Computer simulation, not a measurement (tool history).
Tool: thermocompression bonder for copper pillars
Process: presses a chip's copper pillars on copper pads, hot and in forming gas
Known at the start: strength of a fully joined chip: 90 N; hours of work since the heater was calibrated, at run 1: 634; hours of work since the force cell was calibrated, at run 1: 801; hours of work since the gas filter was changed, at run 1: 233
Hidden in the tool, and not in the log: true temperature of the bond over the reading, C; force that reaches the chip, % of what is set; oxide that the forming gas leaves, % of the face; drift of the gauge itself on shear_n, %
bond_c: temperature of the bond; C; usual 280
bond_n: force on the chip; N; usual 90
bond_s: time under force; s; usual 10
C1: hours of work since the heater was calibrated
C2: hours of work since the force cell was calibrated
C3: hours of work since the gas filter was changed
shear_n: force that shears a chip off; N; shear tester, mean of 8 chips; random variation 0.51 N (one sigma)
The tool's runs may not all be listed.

run 1 day=0.000 | bond_c=280 bond_n=90 bond_s=10 | C1=634 C2=801 C3=233 | shear_n=47.6
run 2 day=2.242 | bond_c=280 bond_n=90 bond_s=10 | C1=667 C2=834 C3=266 | shear_n=48.2
run 3 day=4.846 | bond_c=280 bond_n=90 bond_s=10 | C1=705 C2=873 C3=304 | shear_n=46.4
run 4 day=8.067 | bond_c=280 bond_n=90 bond_s=10 | C1=752 C2=920 C3=351 | shear_n=46.8
run 5 day=9.762 | bond_c=280 bond_n=62 bond_s=10 | C1=777 C2=945 C3=376 | shear_n=38.0
-- day=10.112 forming gas filter changed
run 6 day=11.533 | bond_c=280 bond_n=62 bond_s=10 | C1=803 C2=971 C3=21 | shear_n=38.6
run 7 day=13.833 | bond_c=280 bond_n=62 bond_s=10 | C1=837 C2=1005 C3=55 | shear_n=39.4
run 8 day=16.450 | bond_c=307 bond_n=90 bond_s=10 | C1=876 C2=1043 C3=93 | shear_n=57.7
run 9 day=19.125 | bond_c=307 bond_n=90 bond_s=10 | C1=915 C2=1082 C3=133 | shear_n=56.8
run 10 day=20.658 | bond_c=280 bond_n=90 bond_s=10 | C1=938 C2=1105 C3=155 | shear_n=46.8
-- day=24.104 heater calibrated with a thermocouple chip
run 11 day=24.283 | bond_c=280 bond_n=90 bond_s=10 | C1=3 C2=1157 C3=207 | shear_n=49.8
run 12 day=27.683 | bond_c=280 bond_n=90 bond_s=10 | C1=53 C2=1207 C3=257 | shear_n=49.2
run 13 day=30.946 | bond_c=274 bond_n=70 bond_s=10 | C1=101 C2=1255 C3=306 | shear_n=40.8
run 14 day=34.054 | bond_c=280 bond_n=58 bond_s=15 | C1=147 C2=1301 C3=351 | shear_n=44.0
-- day=35.962 forming gas filter changed
run 15 day=36.071 | bond_c=294 bond_n=108 bond_s=10 | C1=176 C2=1330 C3=2 | shear_n=60.2
run 16 day=39.450 | bond_c=278 bond_n=97 bond_s=16 | C1=226 C2=1380 C3=51 | shear_n=57.7
run 17 day=42.842 | bond_c=278 bond_n=97 bond_s=16 | C1=276 C2=1430 C3=101 | shear_n=57.1
run 18 day=45.292 | bond_c=297 bond_n=97 bond_s=8 | C1=312 C2=1466 C3=137 | shear_n=52.6
run 19 day=47.700 | bond_c=266 bond_n=90 bond_s=8 | C1=347 C2=1502 C3=173 | shear_n=38.7
run 20 day=51.038 | bond_c=266 bond_n=90 bond_s=8 | C1=396 C2=1551 C3=222 | shear_n=38.4
run 21 day=52.938 | bond_c=264 bond_n=61 bond_s=27 | C1=424 C2=1579 C3=250 | shear_n=47.0
run 22 day=55.383 | bond_c=264 bond_n=61 bond_s=27 | C1=460 C2=1615 C3=286 | shear_n=46.8
run 23 day=57.108 | bond_c=264 bond_n=61 bond_s=27 | C1=486 C2=1640 C3=311 | shear_n=46.3
run 24 day=60.325 | bond_c=264 bond_n=61 bond_s=27 | C1=533 C2=1687 C3=359 | shear_n=46.3

Forecast each of these 4 alternatives for the next run:
-- day=61.812 forming gas filter changed
run A day=63.171 | bond_c=280 bond_n=56 bond_s=10 | C1=575 C2=1729 C3=20 | shear_n=?
-- day=61.812 forming gas filter changed
run B day=63.171 | bond_c=257 bond_n=90 bond_s=10 | C1=575 C2=1729 C3=20 | shear_n=?
-- day=61.812 forming gas filter changed
run C day=63.171 | bond_c=303 bond_n=86 bond_s=7 | C1=575 C2=1729 C3=20 | shear_n=?
-- day=61.812 forming gas filter changed
run D day=63.171 | bond_c=272 bond_n=72 bond_s=14 | C1=575 C2=1729 C3=20 | shear_n=?

run=A shear_n=36.2
run=B shear_n=37.7
run=C shear_n=49.2
run=D shear_n=43.6
Without the tool's hidden state the same runs would have given:
run=A shear_n=41.2
run=B shear_n=43.0
run=C shear_n=54.6
run=D shear_n=49.2
